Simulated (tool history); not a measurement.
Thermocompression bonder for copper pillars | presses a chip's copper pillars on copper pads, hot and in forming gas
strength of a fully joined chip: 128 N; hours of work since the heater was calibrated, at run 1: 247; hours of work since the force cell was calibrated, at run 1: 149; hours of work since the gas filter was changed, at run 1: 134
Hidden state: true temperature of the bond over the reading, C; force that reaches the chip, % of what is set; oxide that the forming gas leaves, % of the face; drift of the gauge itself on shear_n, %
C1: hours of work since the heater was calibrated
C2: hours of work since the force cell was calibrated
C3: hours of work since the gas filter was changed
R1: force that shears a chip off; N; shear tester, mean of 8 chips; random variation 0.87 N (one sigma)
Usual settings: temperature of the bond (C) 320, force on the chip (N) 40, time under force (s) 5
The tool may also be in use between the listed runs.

{"run": 1, "day": 0.0, "temperature of the bond (C)": 320, "force on the chip (N)": 40, "time under force (s)": 5, "C1": 247, "C2": 149, "C3": 134, "R1": 67.1}
{"run": 2, "day": 0.308, "temperature of the bond (C)": 320, "force on the chip (N)": 40, "time under force (s)": 5, "C1": 251, "C2": 153, "C3": 139, "R1": 67.3}
{"run": 3, "day": 0.517, "temperature of the bond (C)": 320, "force on the chip (N)": 40, "time under force (s)": 9, "C1": 255, "C2": 157, "C3": 143, "R1": 80.1}
{"run": 4, "day": 0.867, "temperature of the bond (C)": 320, "force on the chip (N)": 31, "time under force (s)": 9, "C1": 260, "C2": 162, "C3": 148, "R1": 64.3}
{"run": 5, "day": 1.121, "temperature of the bond (C)": 320, "force on the chip (N)": 31, "time under force (s)": 9, "C1": 264, "C2": 166, "C3": 152, "R1": 63.2}
{"run": 6, "day": 1.308, "temperature of the bond (C)": 320, "force on the chip (N)": 31, "time under force (s)": 9, "C1": 267, "C2": 170, "C3": 155, "R1": 63.5}
{"run": 7, "day": 1.704, "temperature of the bond (C)": 320, "force on the chip (N)": 40, "time under force (s)": 5, "C1": 274, "C2": 176, "C3": 161, "R1": 66.6}
{"run": 8, "day": 2.138, "temperature of the bond (C)": 320, "force on the chip (N)": 40, "time under force (s)": 5, "C1": 281, "C2": 183, "C3": 168, "R1": 66.3}
{"run": 9, "day": 2.367, "temperature of the bond (C)": 327, "force on the chip (N)": 40, "time under force (s)": 5, "C1": 284, "C2": 186, "C3": 172, "R1": 71.7}
{"run": 10, "day": 2.646, "temperature of the bond (C)": 320, "force on the chip (N)": 37, "time under force (s)": 5, "C1": 289, "C2": 191, "C3": 176, "R1": 62.4}
{"run": 11, "day": 3.004, "temperature of the bond (C)": 320, "force on the chip (N)": 37, "time under force (s)": 5, "C1": 295, "C2": 197, "C3": 182, "R1": 59.7}
{"run": 12, "day": 3.35, "temperature of the bond (C)": 320, "force on the chip (N)": 40, "time under force (s)": 10, "C1": 300, "C2": 202, "C3": 188, "R1": 81.4}
{"run": 13, "day": 3.754, "temperature of the bond (C)": 320, "force on the chip (N)": 40, "time under force (s)": 10, "C1": 306, "C2": 208, "C3": 194, "R1": 81.0}
{"run": 14, "day": 3.95, "temperature of the bond (C)": 320, "force on the chip (N)": 40, "time under force (s)": 5, "C1": 310, "C2": 212, "C3": 197, "R1": 64.8}
{"run": 15, "day": 4.15, "temperature of the bond (C)": 320, "force on the chip (N)": 40, "time under force (s)": 5, "C1": 313, "C2": 215, "C3": 200, "R1": 66.2}
{"run": 16, "day": 4.438, "temperature of the bond (C)": 320, "force on the chip (N)": 41, "time under force (s)": 5, "C1": 317, "C2": 219, "C3": 205, "R1": 65.8}
{"run": 17, "day": 4.783, "temperature of the bond (C)": 320, "force on the chip (N)": 41, "time under force (s)": 5, "C1": 323, "C2": 225, "C3": 211, "R1": 67.5}
{"run": 18, "day": 5.075, "temperature of the bond (C)": 320, "force on the chip (N)": 41, "time under force (s)": 5, "C1": 328, "C2": 230, "C3": 215, "R1": 68.2}
{"run": 19, "day": 5.383, "temperature of the bond (C)": 344, "force on the chip (N)": 47, "time under force (s)": 3, "C1": 332, "C2": 235, "C3": 220, "R1": 81.5}
{"run": 20, "day": 5.692, "temperature of the bond (C)": 315, "force on the chip (N)": 47, "time under force (s)": 6, "C1": 337, "C2": 239, "C3": 225, "R1": 75.9}
{"run": 21, "day": 6.083, "temperature of the bond (C)": 301, "force on the chip (N)": 47, "time under force (s)": 6, "C1": 344, "C2": 246, "C3": 231, "R1": 64.7}
{"run": 22, "day": 6.483, "temperature of the bond (C)": 291, "force on the chip (N)": 47, "time under force (s)": 9, "C1": 350, "C2": 252, "C3": 238, "R1": 63.5}
{"run": 23, "day": 6.8, "temperature of the bond (C)": 291, "force on the chip (N)": 47, "time under force (s)": 9, "C1": 355, "C2": 257, "C3": 243, "R1": 65.6}
{"run": 24, "day": 7.062, "temperature of the bond (C)": 320, "force on the chip (N)": 48, "time under force (s)": 3, "C1": 359, "C2": 261, "C3": 247, "R1": 64.4}
{"run": 25, "day": 7.492, "temperature of the bond (C)": 320, "force on the chip (N)": 27, "time under force (s)": 12, "C1": 366, "C2": 268, "C3": 254, "R1": 58.1}
{"run": 26, "day": 7.921, "temperature of the bond (C)": 291, "force on the chip (N)": 27, "time under force (s)": 3, "C1": 373, "C2": 275, "C3": 261, "R1": 21.4}
{"run": 27, "day": 8.233, "temperature of the bond (C)": 291, "force on the chip (N)": 39, "time under force (s)": 5, "C1": 378, "C2": 280, "C3": 266, "R1": 42.2}
{"run": 28, "day": 8.488, "temperature of the bond (C)": 291, "force on the chip (N)": 39, "time under force (s)": 5, "C1": 382, "C2": 284, "C3": 270, "R1": 41.9}
{"run": 29, "day": 8.908, "temperature of the bond (C)": 291, "force on the chip (N)": 41, "time under force (s)": 3, "C1": 389, "C2": 291, "C3": 276, "R1": 36.5}
{"run": 30, "day": 9.325, "temperature of the bond (C)": 320, "force on the chip (N)": 58, "time under force (s)": 7, "C1": 395, "C2": 297, "C3": 283, "R1": 95.3}
{"run": 31, "day": 9.767, "temperature of the bond (C)": 318, "force on the chip (N)": 32, "time under force (s)": 5, "C1": 402, "C2": 305, "C3": 290, "R1": 48.5}
{"run": 32, "day": 10.088, "temperature of the bond (C)": 305, "force on the chip (N)": 59, "time under force (s)": 4, "C1": 408, "C2": 310, "C3": 295, "R1": 71.8}
{"run": 33, "day": 10.5, "temperature of the bond (C)": 346, "force on the chip (N)": 59, "time under force (s)": 9, "C1": 414, "C2": 316, "C3": 302, "R1": 112.4}
{"run": 34, "day": 10.942, "temperature of the bond (C)": 320, "force on the chip (N)": 34, "time under force (s)": 13, "C1": 421, "C2": 323, "C3": 309, "R1": 73.7}
{"run": 35, "day": 11.146, "temperature of the bond (C)": 308, "force on the chip (N)": 44, "time under force (s)": 6, "C1": 424, "C2": 327, "C3": 312, "R1": 65.0}
{"run": 36, "day": 11.346, "temperature of the bond (C)": 320, "force on the chip (N)": 36, "time under force (s)": 9, "C1": 428, "C2": 330, "C3": 315, "R1": 69.5}

Hidden state or all else? Some run-to-run changes of R1, split into what the settings, what came in and random variation would give without the hidden state, and what is left for the hidden state (with any gauge scatter that isn't in both results):
Run 25 -> 26: temperature of the bond (C) 320 -> 291, time under force (s) 12 -> 3. R1 -36.7 N: hidden state +3.4, all else -40.1.
Run 29 -> 30: temperature of the bond (C) 291 -> 320, force on the chip (N) 41 -> 58, time under force (s) 3 -> 7. R1 +58.8 N: hidden state -4.1, all else +62.9.
Run 30 -> 31: temperature of the bond (C) 320 -> 318, force on the chip (N) 58 -> 32, time under force (s) 7 -> 5. R1 -46.8 N: hidden state +2.6, all else -49.4.
Run 32 -> 33: temperature of the bond (C) 305 -> 346, time under force (s) 4 -> 9. R1 +40.6 N: hidden state -0.2, all else +40.8.

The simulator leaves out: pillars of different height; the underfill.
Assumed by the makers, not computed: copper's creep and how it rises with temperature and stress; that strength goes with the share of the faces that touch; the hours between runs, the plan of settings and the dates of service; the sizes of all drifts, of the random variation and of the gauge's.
